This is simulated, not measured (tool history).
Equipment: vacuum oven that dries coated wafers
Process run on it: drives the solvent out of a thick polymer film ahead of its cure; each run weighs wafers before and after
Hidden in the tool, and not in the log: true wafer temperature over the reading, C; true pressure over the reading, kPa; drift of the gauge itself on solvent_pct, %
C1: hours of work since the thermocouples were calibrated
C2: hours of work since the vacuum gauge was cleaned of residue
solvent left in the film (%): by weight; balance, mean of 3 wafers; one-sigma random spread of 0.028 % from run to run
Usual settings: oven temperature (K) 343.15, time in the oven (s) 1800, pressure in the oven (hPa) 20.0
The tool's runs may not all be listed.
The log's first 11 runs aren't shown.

{"run": 12, "hour": 402.2, "oven temperature (K)": 338.15, "time in the oven (s)": 1800, "pressure in the oven (hPa)": 20.0, "C1": 307, "C2": 655, "solvent left in the film (%)": 9.09}
{"hour": 406.9, "done": "vacuum gauge cleaned of residue and calibrated"}
{"run": 13, "hour": 430.7, "oven temperature (K)": 350.15, "time in the oven (s)": 1800, "pressure in the oven (hPa)": 20.0, "C1": 325, "C2": 15, "solvent left in the film (%)": 4.42}
{"run": 14, "hour": 451.1, "oven temperature (K)": 343.15, "time in the oven (s)": 1800, "pressure in the oven (hPa)": 44.2, "C1": 338, "C2": 29, "solvent left in the film (%)": 9.98}
{"run": 15, "hour": 480.6, "oven temperature (K)": 343.15, "time in the oven (s)": 1800, "pressure in the oven (hPa)": 44.2, "C1": 358, "C2": 48, "solvent left in the film (%)": 10.01}
{"hour": 517.2, "done": "vacuum gauge cleaned of residue and calibrated, once more"}
{"run": 16, "hour": 517.2, "oven temperature (K)": 347.15, "time in the oven (s)": 1800, "pressure in the oven (hPa)": 44.2, "C1": 380, "C2": 0, "solvent left in the film (%)": 8.05}
{"run": 17, "hour": 551.6, "oven temperature (K)": 347.15, "time in the oven (s)": 1800, "pressure in the oven (hPa)": 44.2, "C1": 403, "C2": 22, "solvent left in the film (%)": 8.13}
{"run": 18, "hour": 574.4, "oven temperature (K)": 343.15, "time in the oven (s)": 1800, "pressure in the oven (hPa)": 20.0, "C1": 418, "C2": 37, "solvent left in the film (%)": 6.79}
{"run": 19, "hour": 603.6, "oven temperature (K)": 343.15, "time in the oven (s)": 1800, "pressure in the oven (hPa)": 20.0, "C1": 437, "C2": 56, "solvent left in the film (%)": 6.83}
{"run": 20, "hour": 641.1, "oven temperature (K)": 338.15, "time in the oven (s)": 2940, "pressure in the oven (hPa)": 20.0, "C1": 461, "C2": 81, "solvent left in the film (%)": 6.58}
{"run": 21, "hour": 664.3, "oven temperature (K)": 343.15, "time in the oven (s)": 1500, "pressure in the oven (hPa)": 64.0, "C1": 476, "C2": 96, "solvent left in the film (%)": 12.85}
{"run": 22, "hour": 690.7, "oven temperature (K)": 343.15, "time in the oven (s)": 1500, "pressure in the oven (hPa)": 64.0, "C1": 493, "C2": 113, "solvent left in the film (%)": 12.88}
{"run": 23, "hour": 732.5, "oven temperature (K)": 343.15, "time in the oven (s)": 1500, "pressure in the oven (hPa)": 64.0, "C1": 520, "C2": 140, "solvent left in the film (%)": 12.88}
{"run": 24, "hour": 753.8, "oven temperature (K)": 343.15, "time in the oven (s)": 1500, "pressure in the oven (hPa)": 64.0, "C1": 534, "C2": 154, "solvent left in the film (%)": 12.76}
{"run": 25, "hour": 782.1, "oven temperature (K)": 343.15, "time in the oven (s)": 1500, "pressure in the oven (hPa)": 64.0, "C1": 553, "C2": 172, "solvent left in the film (%)": 12.8}
{"run": 26, "hour": 803.3, "oven temperature (K)": 333.15, "time in the oven (s)": 900, "pressure in the oven (hPa)": 16.8, "C1": 566, "C2": 186, "solvent left in the film (%)": 13.47}
{"run": 27, "hour": 828.1, "oven temperature (K)": 333.15, "time in the oven (s)": 900, "pressure in the oven (hPa)": 16.8, "C1": 582, "C2": 202, "solvent left in the film (%)": 13.48}
{"run": 28, "hour": 848.5, "oven temperature (K)": 338.15, "time in the oven (s)": 1800, "pressure in the oven (hPa)": 11.0, "C1": 596, "C2": 215, "solvent left in the film (%)": 7.61}
{"run": 29, "hour": 882.4, "oven temperature (K)": 349.15, "time in the oven (s)": 2040, "pressure in the oven (hPa)": 45.9, "C1": 618, "C2": 237, "solvent left in the film (%)": 6.96}
{"run": 30, "hour": 906.0, "oven temperature (K)": 349.15, "time in the oven (s)": 1860, "pressure in the oven (hPa)": 16.0, "C1": 633, "C2": 253, "solvent left in the film (%)": 3.98}
{"run": 31, "hour": 948.1, "oven temperature (K)": 349.15, "time in the oven (s)": 1860, "pressure in the oven (hPa)": 16.0, "C1": 660, "C2": 280, "solvent left in the film (%)": 3.99}
{"run": 32, "hour": 987.0, "oven temperature (K)": 349.15, "time in the oven (s)": 1860, "pressure in the oven (hPa)": 16.0, "C1": 686, "C2": 305, "solvent left in the film (%)": 4.01}
{"run": 33, "hour": 1016.0, "oven temperature (K)": 356.15, "time in the oven (s)": 1860, "pressure in the oven (hPa)": 16.0, "C1": 705, "C2": 324, "solvent left in the film (%)": 2.27}
{"run": 34, "hour": 1051.0, "oven temperature (K)": 356.15, "time in the oven (s)": 1860, "pressure in the oven (hPa)": 16.0, "C1": 727, "C2": 347, "solvent left in the film (%)": 2.27}
{"run": 35, "hour": 1087.8, "oven temperature (K)": 337.15, "time in the oven (s)": 2340, "pressure in the oven (hPa)": 16.8, "C1": 751, "C2": 371, "solvent left in the film (%)": 7.52}

Below are 3 alternative next runs, each starting from the tool's condition after run 35. Predict each:
{"run": "A", "hour": 1133.1, "oven temperature (K)": 343.15, "time in the oven (s)": 3060, "pressure in the oven (hPa)": 18.4, "C1": 781, "C2": 400, "solvent left in the film (%)": "?"}
{"run": "B", "hour": 1133.1, "oven temperature (K)": 343.15, "time in the oven (s)": 1800, "pressure in the oven (hPa)": 20.0, "C1": 781, "C2": 400, "solvent left in the film (%)": "?"}
{"run": "C", "hour": 1133.1, "oven temperature (K)": 342.15, "time in the oven (s)": 2340, "pressure in the oven (hPa)": 24.0, "C1": 781, "C2": 400, "solvent left in the film (%)": "?"}

run=A solvent_left_in_the_film_(%)=4.32
run=B solvent_left_in_the_film_(%)=6.73
run=C solvent_left_in_the_film_(%)=6.42
Without the tool's unlogged condition, the same runs would have read:
run=A solvent_left_in_the_film_(%)=4.40
run=B solvent_left_in_the_film_(%)=6.89
run=C solvent_left_in_the_film_(%)=6.56

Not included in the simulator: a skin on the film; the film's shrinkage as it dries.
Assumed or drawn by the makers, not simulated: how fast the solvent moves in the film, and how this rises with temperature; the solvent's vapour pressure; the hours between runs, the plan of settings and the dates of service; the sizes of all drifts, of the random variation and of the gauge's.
